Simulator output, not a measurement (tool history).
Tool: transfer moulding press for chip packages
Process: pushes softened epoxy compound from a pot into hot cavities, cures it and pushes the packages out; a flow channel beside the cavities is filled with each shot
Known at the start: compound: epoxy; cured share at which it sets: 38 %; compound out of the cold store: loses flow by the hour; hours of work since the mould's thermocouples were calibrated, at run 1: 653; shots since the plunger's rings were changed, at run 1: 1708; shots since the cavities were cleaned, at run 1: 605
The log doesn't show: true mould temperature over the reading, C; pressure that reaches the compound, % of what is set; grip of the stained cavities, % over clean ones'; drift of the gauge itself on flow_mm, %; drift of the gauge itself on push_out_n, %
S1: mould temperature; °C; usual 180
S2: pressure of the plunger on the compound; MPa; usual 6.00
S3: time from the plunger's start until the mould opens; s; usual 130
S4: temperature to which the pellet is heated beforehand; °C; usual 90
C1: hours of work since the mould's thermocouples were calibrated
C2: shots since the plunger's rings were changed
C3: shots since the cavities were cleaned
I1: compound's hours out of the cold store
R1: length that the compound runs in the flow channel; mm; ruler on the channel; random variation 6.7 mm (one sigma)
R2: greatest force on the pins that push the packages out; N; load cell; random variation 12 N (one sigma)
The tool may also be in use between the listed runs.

{"run": 1, "hour": 0.0, "S1": 180, "S2": 6.0, "S3": 130, "S4": 90, "C1": 653, "C2": 1708, "C3": 605, "I1": 15.2, "R1": 1032, "R2": 618}
{"run": 2, "hour": 17.9, "S1": 180, "S2": 6.0, "S3": 130, "S4": 90, "C1": 665, "C2": 1890, "C3": 787, "I1": 21.2, "R1": 1003, "R2": 613}
{"run": 3, "hour": 37.1, "S1": 180, "S2": 7.46, "S3": 130, "S4": 90, "C1": 678, "C2": 2087, "C3": 984, "I1": 40.1, "R1": 1058, "R2": 607}
{"hour": 51.6, "done": "cavities cleaned with cleaning compound and waxed"}
{"run": 4, "hour": 64.4, "S1": 180, "S2": 7.46, "S3": 130, "S4": 90, "C1": 695, "C2": 2351, "C3": 131, "I1": 20.6, "R1": 1137, "R2": 594}
{"run": 5, "hour": 76.8, "S1": 180, "S2": 7.46, "S3": 130, "S4": 90, "C1": 704, "C2": 2477, "C3": 257, "I1": 16.1, "R1": 1136, "R2": 612}
{"run": 6, "hour": 92.2, "S1": 180, "S2": 6.0, "S3": 130, "S4": 90, "C1": 714, "C2": 2635, "C3": 415, "I1": 33.3, "R1": 968, "R2": 608}
{"run": 7, "hour": 117.8, "S1": 180, "S2": 6.0, "S3": 130, "S4": 90, "C1": 731, "C2": 2897, "C3": 677, "I1": 21.3, "R1": 1006, "R2": 613}
{"run": 8, "hour": 137.3, "S1": 180, "S2": 6.0, "S3": 130, "S4": 90, "C1": 744, "C2": 3097, "C3": 877, "I1": 29.6, "R1": 974, "R2": 615}
{"hour": 161.3, "done": "cavities cleaned with cleaning compound and waxed"}
{"run": 9, "hour": 161.4, "S1": 180, "S2": 6.0, "S3": 130, "S4": 90, "C1": 759, "C2": 3327, "C3": 0, "I1": 15.7, "R1": 1012, "R2": 606}
{"run": 10, "hour": 174.3, "S1": 180, "S2": 5.97, "S3": 130, "S4": 90, "C1": 768, "C2": 3459, "C3": 132, "I1": 40.3, "R1": 948, "R2": 569}
{"run": 11, "hour": 196.8, "S1": 180, "S2": 6.0, "S3": 130, "S4": 90, "C1": 783, "C2": 3690, "C3": 363, "I1": 24.8, "R1": 983, "R2": 597}
{"run": 12, "hour": 223.4, "S1": 180, "S2": 6.0, "S3": 130, "S4": 90, "C1": 801, "C2": 3962, "C3": 635, "I1": 41.6, "R1": 944, "R2": 589}
{"run": 13, "hour": 247.3, "S1": 180, "S2": 6.0, "S3": 130, "S4": 90, "C1": 817, "C2": 4206, "C3": 879, "I1": 24.0, "R1": 996, "R2": 625}
{"run": 14, "hour": 260.4, "S1": 180, "S2": 6.0, "S3": 130, "S4": 90, "C1": 825, "C2": 4339, "C3": 1012, "I1": 27.5, "R1": 978, "R2": 618}
{"hour": 271.1, "done": "cavities cleaned with cleaning compound and waxed"}
{"run": 15, "hour": 284.5, "S1": 180, "S2": 6.0, "S3": 130, "S4": 90, "C1": 840, "C2": 4571, "C3": 137, "I1": 36.0, "R1": 941, "R2": 595}
{"run": 16, "hour": 300.2, "S1": 180, "S2": 4.84, "S3": 141, "S4": 90, "C1": 851, "C2": 4731, "C3": 297, "I1": 43.7, "R1": 840, "R2": 532}
{"run": 17, "hour": 324.9, "S1": 180, "S2": 5.45, "S3": 130, "S4": 84, "C1": 867, "C2": 4984, "C3": 550, "I1": 37.2, "R1": 900, "R2": 588}
{"run": 18, "hour": 350.6, "S1": 180, "S2": 5.42, "S3": 130, "S4": 82, "C1": 885, "C2": 5247, "C3": 813, "I1": 11.9, "R1": 976, "R2": 646}
{"hour": 357.1, "done": "mould's thermocouples calibrated"}
{"run": 19, "hour": 365.5, "S1": 180, "S2": 5.42, "S3": 117, "S4": 82, "C1": 6, "C2": 5378, "C3": 944, "I1": 30.9, "R1": 926, "R2": 741}
{"hour": 370.3, "done": "plunger's sealing rings changed"}
{"run": 20, "hour": 382.4, "S1": 180, "S2": 6.0, "S3": 116, "S4": 90, "C1": 15, "C2": 123, "C3": 1091, "I1": 30.3, "R1": 966, "R2": 756}
{"hour": 386.5, "done": "cavities cleaned with cleaning compound and waxed"}
{"run": 21, "hour": 410.9, "S1": 180, "S2": 5.32, "S3": 114, "S4": 94, "C1": 33, "C2": 400, "C3": 250, "I1": 40.7, "R1": 897, "R2": 771}
{"run": 22, "hour": 431.9, "S1": 181, "S2": 6.0, "S3": 130, "S4": 87, "C1": 47, "C2": 615, "C3": 465, "I1": 36.6, "R1": 951, "R2": 559}
{"run": 23, "hour": 449.2, "S1": 181, "S2": 6.0, "S3": 130, "S4": 87, "C1": 59, "C2": 791, "C3": 641, "I1": 10.3, "R1": 1034, "R2": 594}
{"run": 24, "hour": 462.1, "S1": 172, "S2": 5.93, "S3": 130, "S4": 87, "C1": 67, "C2": 923, "C3": 773, "I1": 36.8, "R1": 1009, "R2": 1105}
{"run": 25, "hour": 476.4, "S1": 184, "S2": 5.5, "S3": 130, "S4": 90, "C1": 77, "C2": 1069, "C3": 919, "I1": 26.1, "R1": 922, "R2": 516}
{"hour": 495.8, "done": "cavities cleaned with cleaning compound and waxed"}
{"run": 26, "hour": 495.8, "S1": 184, "S2": 5.5, "S3": 159, "S4": 96, "C1": 89, "C2": 1253, "C3": 0, "I1": 19.0, "R1": 939, "R2": 454}
{"run": 27, "hour": 509.4, "S1": 184, "S2": 5.5, "S3": 159, "S4": 96, "C1": 98, "C2": 1392, "C3": 139, "I1": 39.2, "R1": 887, "R2": 448}
{"run": 28, "hour": 537.9, "S1": 184, "S2": 5.5, "S3": 159, "S4": 96, "C1": 117, "C2": 1683, "C3": 430, "I1": 46.2, "R1": 859, "R2": 450}

5 ways to go on from here, each from the tool as it stands after run 28. What would each give?
{"run": "A", "hour": 554.8, "S1": 187, "S2": 5.5, "S3": 159, "S4": 96, "C1": 128, "C2": 1856, "C3": 603, "I1": 35.5, "R1": "?", "R2": "?"}
{"run": "B", "hour": 554.8, "S1": 178, "S2": 5.24, "S3": 130, "S4": 94, "C1": 128, "C2": 1856, "C3": 603, "I1": 22.1, "R1": "?", "R2": "?"}
{"run": "C", "hour": 554.8, "S1": 179, "S2": 5.64, "S3": 130, "S4": 82, "C1": 128, "C2": 1856, "C3": 603, "I1": 13.4, "R1": "?", "R2": "?"}
{"run": "D", "hour": 554.8, "S1": 181, "S2": 5.5, "S3": 159, "S4": 96, "C1": 128, "C2": 1856, "C3": 603, "I1": 36.1, "R1": "?", "R2": "?"}
{"run": "E", "hour": 554.8, "S1": 188, "S2": 6.0, "S3": 130, "S4": 90, "C1": 128, "C2": 1856, "C3": 603, "I1": 40.3, "R1": "?", "R2": "?"}

run=A R1=875 R2=457
run=B R1=951 R2=719
run=C R1=1024 R2=672
run=D R1=910 R2=454
run=E R1=901 R2=454
Without the tool's hidden state the same runs would have given:
run=A R1=876 R2=450
run=B R1=952 R2=709
run=C R1=1025 R2=662
run=D R1=911 R2=447
run=E R1=902 R2=447
